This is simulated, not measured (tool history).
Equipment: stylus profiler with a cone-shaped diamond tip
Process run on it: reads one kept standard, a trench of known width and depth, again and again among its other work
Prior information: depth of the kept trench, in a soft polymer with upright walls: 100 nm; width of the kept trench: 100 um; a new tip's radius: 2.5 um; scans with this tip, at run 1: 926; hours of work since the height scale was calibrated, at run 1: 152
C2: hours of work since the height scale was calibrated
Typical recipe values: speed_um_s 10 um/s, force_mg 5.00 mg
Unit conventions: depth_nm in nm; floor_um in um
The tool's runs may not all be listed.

Run 1, hour 0.0: usual settings; scans with this tip 926; C2 152. Result: depth_nm 101.05 nm, floor_um 98.49 um.
Run 2, hour 11.5: usual settings; scans with this tip 981; C2 161. Result: depth_nm 101.09 nm, floor_um 98.50 um.
Run 3, hour 30.0: usual settings; scans with this tip 1068; C2 176. Result: depth_nm 101.08 nm, floor_um 98.49 um.
Run 4, hour 47.4: usual settings but force_mg 1.85 mg; scans with this tip 1151; C2 189. Result: depth_nm 100.57 nm, floor_um 98.46 um.
Run 5, hour 60.9: usual settings but force_mg 2.96 mg; scans with this tip 1214; C2 200. Result: depth_nm 100.74 nm, floor_um 98.46 um.
Run 6, hour 70.2: usual settings but force_mg 6.13 mg; scans with this tip 1258; C2 207. Result: depth_nm 101.30 nm, floor_um 98.54 um.
Run 7, hour 88.3: usual settings but force_mg 6.13 mg; scans with this tip 1344; C2 221. Result: depth_nm 101.26 nm, floor_um 98.54 um.
Run 8, hour 98.5: usual settings but speed_um_s 5 um/s; scans with this tip 1392; C2 229. Result: depth_nm 101.10 nm, floor_um 98.45 um.
Run 9, hour 118.1: usual settings but speed_um_s 5 um/s; scans with this tip 1485; C2 244. Result: depth_nm 101.14 nm, floor_um 98.49 um.
Run 10, hour 134.4: usual settings but speed_um_s 5 um/s; scans with this tip 1562; C2 257. Result: depth_nm 101.23 nm, floor_um 98.41 um.
Run 11, hour 148.4: usual settings but speed_um_s 21 um/s; scans with this tip 1628; C2 268. Result: depth_nm 101.14 nm, floor_um 98.42 um.
Run 12, hour 164.6: usual settings; scans with this tip 1704; C2 280. Result: depth_nm 101.03 nm, floor_um 98.48 um.
Run 13, hour 177.2: usual settings but speed_um_s 29 um/s; scans with this tip 1764; C2 290. Result: depth_nm 101.06 nm, floor_um 98.38 um.
Run 14, hour 192.1: usual settings but speed_um_s 29 um/s; scans with this tip 1835; C2 302. Result: depth_nm 101.15 nm, floor_um 98.42 um.
Run 15, hour 211.5: usual settings but speed_um_s 29 um/s; scans with this tip 1926; C2 317. Result: depth_nm 100.93 nm, floor_um 98.42 um.
Run 16, hour 230.0: usual settings but speed_um_s 13 um/s; scans with this tip 2014; C2 331. Result: depth_nm 100.99 nm, floor_um 98.43 um.
Run 17, hour 249.4: usual settings; scans with this tip 2105; C2 346. Result: depth_nm 101.02 nm, floor_um 98.44 um.
Run 18, hour 260.6: usual settings but speed_um_s 22 um/s; scans with this tip 2158; C2 355. Result: depth_nm 101.06 nm, floor_um 98.41 um.
Run 19, hour 276.6: usual settings but speed_um_s 8 um/s, force_mg 8.70 mg; scans with this tip 2234; C2 367. Result: depth_nm 101.57 nm, floor_um 98.45 um.
Run 20, hour 293.7: usual settings but force_mg 2.78 mg; scans with this tip 2315; C2 381. Result: depth_nm 100.79 nm, floor_um 98.42 um.
Run 21, hour 310.5: usual settings but speed_um_s 3 um/s, force_mg 3.66 mg; scans with this tip 2394; C2 394. Result: depth_nm 100.68 nm, floor_um 98.47 um.
Run 22, hour 319.5: usual settings but speed_um_s 8 um/s, force_mg 1.94 mg; scans with this tip 2437; C2 401. Result: depth_nm 100.43 nm, floor_um 98.45 um.
Run 23, hour 337.7: usual settings; scans with this tip 2523; C2 415. Result: depth_nm 101.09 nm, floor_um 98.39 um.
Run 24, hour 347.9: usual settings but speed_um_s 5 um/s, force_mg 6.31 mg; scans with this tip 2571; C2 423. Result: depth_nm 101.32 nm, floor_um 98.45 um.
Run 25, hour 362.3: usual settings but speed_um_s 5 um/s, force_mg 1.68 mg; scans with this tip 2639; C2 434. Result: depth_nm 100.39 nm, floor_um 98.42 um.
Run 26, hour 372.3: usual settings but speed_um_s 7 um/s, force_mg 1.89 mg; scans with this tip 2687; C2 442. Result: depth_nm 100.62 nm, floor_um 98.37 um.
Run 27, hour 385.3: usual settings but speed_um_s 9 um/s, force_mg 7.17 mg; scans with this tip 2748; C2 452. Result: depth_nm 101.35 nm, floor_um 98.42 um.
Run 28, hour 403.3: usual settings but speed_um_s 9 um/s, force_mg 7.17 mg; scans with this tip 2833; C2 466. Result: depth_nm 101.37 nm, floor_um 98.42 um.
Run 29, hour 414.1: usual settings but speed_um_s 9 um/s, force_mg 7.17 mg; scans with this tip 2884; C2 474. Result: depth_nm 101.35 nm, floor_um 98.40 um.
Run 30, hour 431.2: usual settings but force_mg 10.89 mg; scans with this tip 2965; C2 488. Result: depth_nm 101.73 nm, floor_um 98.37 um.
Run 31, hour 447.0: usual settings but speed_um_s 7 um/s, force_mg 7.44 mg; scans with this tip 3040; C2 500. Result: depth_nm 101.38 nm, floor_um 98.36 um.
Run 32, hour 458.7: usual settings but speed_um_s 20 um/s, force_mg 7.44 mg; scans with this tip 3095; C2 509. Result: depth_nm 101.47 nm, floor_um 98.30 um.
Run 33, hour 470.3: usual settings but force_mg 3.95 mg; scans with this tip 3150; C2 518. Result: depth_nm 100.77 nm, floor_um 98.42 um.
Run 34, hour 488.3: usual settings but speed_um_s 11 um/s, force_mg 2.49 mg; scans with this tip 3235; C2 532. Result: depth_nm 100.54 nm, floor_um 98.32 um.
Run 35, hour 505.4: usual settings but speed_um_s 11 um/s, force_mg 2.49 mg; scans with this tip 3316; C2 545. Result: depth_nm 100.58 nm, floor_um 98.39 um.

The logged runs with the hidden state left out (each run's random variation unchanged):
Hidden state at play: radius of the tip, um; height scale over the true one, %; drift of the gauge itself on depth_nm, %; drift of the gauge itself on floor_um, %.
run  depth_nm  floor_um
  1    101.08     98.56
  2    101.12     98.58
  3    101.11     98.58
  4    100.61     98.54
  5    100.79     98.55
  6    101.35     98.63
  7    101.32     98.64
  8    101.16     98.55
  9    101.19     98.60
 10    101.30     98.52
 11    101.21     98.53
 12    101.09     98.60
 13    101.13     98.50
 14    101.23     98.55
 15    101.01     98.55
 16    101.07     98.57
 17    101.11     98.58
 18    101.15     98.55
 19    101.67     98.60
 20    100.88     98.57
 21    100.79     98.63
 22    100.53     98.61
 23    101.20     98.55
 24    101.43     98.61
 25    100.51     98.59
 26    100.73     98.54
 27    101.47     98.59
 28    101.49     98.59
 29    101.48     98.58
 30    101.86     98.55
 31    101.51     98.55
 32    101.61     98.49
 33    100.91     98.61
 34    100.68     98.52
 35    100.73     98.59
